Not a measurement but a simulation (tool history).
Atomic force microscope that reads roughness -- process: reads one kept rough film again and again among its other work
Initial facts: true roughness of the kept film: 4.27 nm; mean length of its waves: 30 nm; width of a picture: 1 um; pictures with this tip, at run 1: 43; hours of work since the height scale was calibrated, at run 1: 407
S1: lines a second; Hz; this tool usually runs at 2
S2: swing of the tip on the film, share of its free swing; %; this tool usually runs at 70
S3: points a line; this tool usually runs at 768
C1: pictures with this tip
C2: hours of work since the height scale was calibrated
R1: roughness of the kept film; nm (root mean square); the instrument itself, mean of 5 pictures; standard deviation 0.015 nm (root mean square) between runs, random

run,hour,S1,S2,S3,C1,C2,R1
1,0,2,70,768,43,407,3.694
2,18.7,2,70,768,88,420,3.652
3,38.7,2,70,768,136,434,3.626
# hour 60.7: new tip fitted
4,60.8,2,70,768,1,449,3.691
5,76.6,2,70,768,39,460,3.682
6,99,2,70,719,92,476,3.672
7,118.6,2,70,719,139,489,3.636
8,131.9,2,70,337,171,498,3.642
# hour 138.5: new tip fitted
9,142.5,2,88,768,10,506,3.4
10,152.5,2,88,768,33,512,3.391
11,168.3,2,88,768,72,523,3.401
12,179.4,2,62,768,98,531,3.751
13,196.4,2,72,768,139,543,3.648
# hour 215.5: new tip fitted
14,220.2,1.31,70,768,11,559,3.762
15,237.6,1.31,70,768,53,571,3.742
16,251.2,1.31,70,768,85,580,3.71
17,273.4,1.31,70,768,139,596,3.746
# hour 293.5: new tip fitted
18,297.2,2,81,768,9,612,3.537
19,319.8,2,81,768,63,628,3.504
20,333.3,2,81,768,95,637,3.536
21,357.6,2,70,768,154,654,3.688
22,369.1,2,70,768,181,662,3.659
# hour 370.6: new tip fitted
23,381.4,2,70,768,26,670,3.672
24,400.8,2,70,481,72,683,3.67
25,418.7,2,70,481,115,696,3.649
26,432.2,2,70,481,147,705,3.637
# hour 448.8: new tip fitted
27,454.2,3.62,70,481,13,720,3.507
28,466.7,1.03,73,849,43,729,3.715
29,479.9,1.48,69,768,75,738,3.73
30,503.6,0.62,70,768,132,754,3.848
31,515.4,0.62,70,768,160,763,3.776
# hour 527.2: new tip fitted
32,533.7,0.62,70,768,16,775,3.843
33,555.7,0.62,70,768,69,790,3.833
34,575,0.9,78,380,115,804,3.685
35,598.6,0.9,78,380,172,820,3.685
# hour 605.3: new tip fitted
36,619.1,2,76,768,34,834,3.595
37,633.2,2,76,768,67,844,3.576
38,656.1,3.27,76,350,122,859,3.388
39,672.5,3.27,76,350,162,871,3.399
# hour 683.4: new tip fitted
40,689.2,3.08,67,725,13,882,3.623
41,705.9,3.08,67,725,54,894,3.632
42,730.4,3.08,67,725,113,911,3.608
43,748.5,2.21,67,725,156,923,3.693
# hour 762: new tip fitted
44,772.5,2.77,70,768,25,939,3.597
45,785,2.77,70,768,55,948,3.598
46,808.6,2.77,70,768,112,964,3.585
47,822.5,1.04,85,853,145,974,3.621
48,837.7,3.75,83,428,182,985,3.18
# hour 839.3: new tip fitted
49,858.3,0.67,61,351,45,999,3.836
50,876.1,0.67,61,351,88,1011,3.813
51,899.8,0.67,61,351,145,1027,3.8
52,915.5,0.67,61,351,183,1038,3.802

Here are 3 independent what-if runs from the current tool condition. What would each one return?
# hour 917.3: new tip fitted
A,932.3,1.26,68,377,36,1049,?
# hour 917.3: new tip fitted
B,932.3,0.96,88,427,36,1049,?
# hour 917.3: new tip fitted
C,932.3,0.67,61,328,36,1049,?

run,R1
A,3.761
B,3.628
C,3.838
Stripped of hidden state, with their random variation kept, the same runs would have yielded:
run,R1
A,3.763
B,3.63
C,3.84
